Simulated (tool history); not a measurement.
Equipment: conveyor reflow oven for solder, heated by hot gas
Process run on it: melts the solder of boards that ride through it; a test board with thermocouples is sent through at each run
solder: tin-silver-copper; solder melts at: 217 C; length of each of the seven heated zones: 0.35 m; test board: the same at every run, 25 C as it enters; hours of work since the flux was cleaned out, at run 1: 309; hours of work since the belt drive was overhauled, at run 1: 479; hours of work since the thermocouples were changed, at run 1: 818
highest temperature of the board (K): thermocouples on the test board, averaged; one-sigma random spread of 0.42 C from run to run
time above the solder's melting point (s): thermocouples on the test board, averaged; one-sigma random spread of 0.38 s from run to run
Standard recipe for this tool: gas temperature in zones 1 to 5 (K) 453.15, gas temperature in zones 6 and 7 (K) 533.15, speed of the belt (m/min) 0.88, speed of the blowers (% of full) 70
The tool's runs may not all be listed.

run,day,gas temperature in zones 1 to 5 (K),gas temperature in zones 6 and 7 (K),speed of the belt (m/min),speed of the blowers (% of full),hours of work since the flux was cleaned out,hours of work since the belt drive was overhauled,hours of work since the thermocouples were changed,highest temperature of the board (K),time above the solder's melting point (s)
1,0,453.15,533.15,0.88,70,309,479,818,520.45,35
2,1.183,453.15,533.15,0.88,70,328,497,837,520.55,35.1
3,2.771,453.15,533.15,0.88,70,353,522,862,519.15,33.9
# day 4.125: flux residue cleaned out of gas plates and filters
4,5.746,453.15,533.15,0.88,70,25,566,905,520.55,34.6
5,8.25,453.15,533.15,0.88,70,65,605,945,518.95,35.6
6,10.979,453.15,533.15,0.747,70,108,648,988,523.25,44.5
7,12.717,453.15,533.15,0.88,70,135,676,1015,519.55,34.4
8,15.496,453.15,533.15,0.88,70,179,719,1059,520.35,34.7
9,17.862,453.15,533.15,0.88,70,216,757,1096,519.45,34.8
10,20.446,453.15,533.15,0.88,70,257,797,1137,520.05,33.8
11,21.742,453.15,533.15,0.984,70,277,818,1157,517.25,29.3
12,23.083,453.15,533.15,0.88,70,299,839,1178,519.55,34.7
13,25.596,453.15,533.15,0.88,70,338,878,1218,520.15,35
# day 27.867: flux residue cleaned out of gas plates and filters
14,28.242,453.15,546.15,0.88,70,6,917,1256,531.35,39.4
15,29.892,453.15,546.15,0.88,70,32,943,1282,531.65,39.3
16,31.121,453.15,546.15,0.88,70,51,962,1302,531.25,39.4
17,32.342,444.15,548.15,0.829,50,70,981,1321,529.55,39.2
18,33.817,444.15,548.15,0.829,50,94,1005,1344,529.15,39
19,36.171,453.15,533.15,0.785,70,131,1042,1381,523.35,41.5
20,37.358,441.15,528.15,0.972,58,149,1060,1400,507.95,21.1
21,39.246,441.15,528.15,0.972,58,179,1090,1430,507.75,21
# day 41.121: thermocouples of zones 6 and 7 changed
22,41.742,453.15,533.15,0.875,70,217,1128,10,519.85,34.8
23,44.117,445.15,534.15,0.819,81,255,1165,47,522.35,38.1
24,45.688,445.15,534.15,0.819,68,279,1190,72,521.05,36.3
25,48.288,466.15,547.15,0.926,79,320,1231,113,534.45,41.4
26,50.679,455.15,547.15,0.912,85,358,1269,150,533.65,39.6
# day 51.683: flux residue cleaned out of gas plates and filters
27,53.542,450.15,547.15,0.944,52,29,1311,192,525.85,33.1
28,56.125,453.15,533.15,0.893,70,70,1351,233,520.55,34.3
29,58.725,453.15,533.15,0.874,70,111,1392,274,520.35,35.2
30,60.038,458.15,532.15,0.874,70,132,1413,295,519.35,36.3

What if the next run were any one of these 3? Each begins from the tool's condition after run 30:
A,62.012,440.15,530.15,0.88,74,163,1444,326,?,?
B,62.012,458.15,527.15,0.778,70,163,1444,326,?,?
C,62.012,466.15,527.15,0.88,70,163,1444,326,?,?

run,highest temperature of the board (K),time above the solder's melting point (s)
A,515.05,29.8
B,518.35,40.8
C,517.15,36.8
What these runs would have given with no unlogged condition in the tool:
run,highest temperature of the board (K),time above the solder's melting point (s)
A,514.95,29.7
B,518.25,40.7
C,517.05,36.7

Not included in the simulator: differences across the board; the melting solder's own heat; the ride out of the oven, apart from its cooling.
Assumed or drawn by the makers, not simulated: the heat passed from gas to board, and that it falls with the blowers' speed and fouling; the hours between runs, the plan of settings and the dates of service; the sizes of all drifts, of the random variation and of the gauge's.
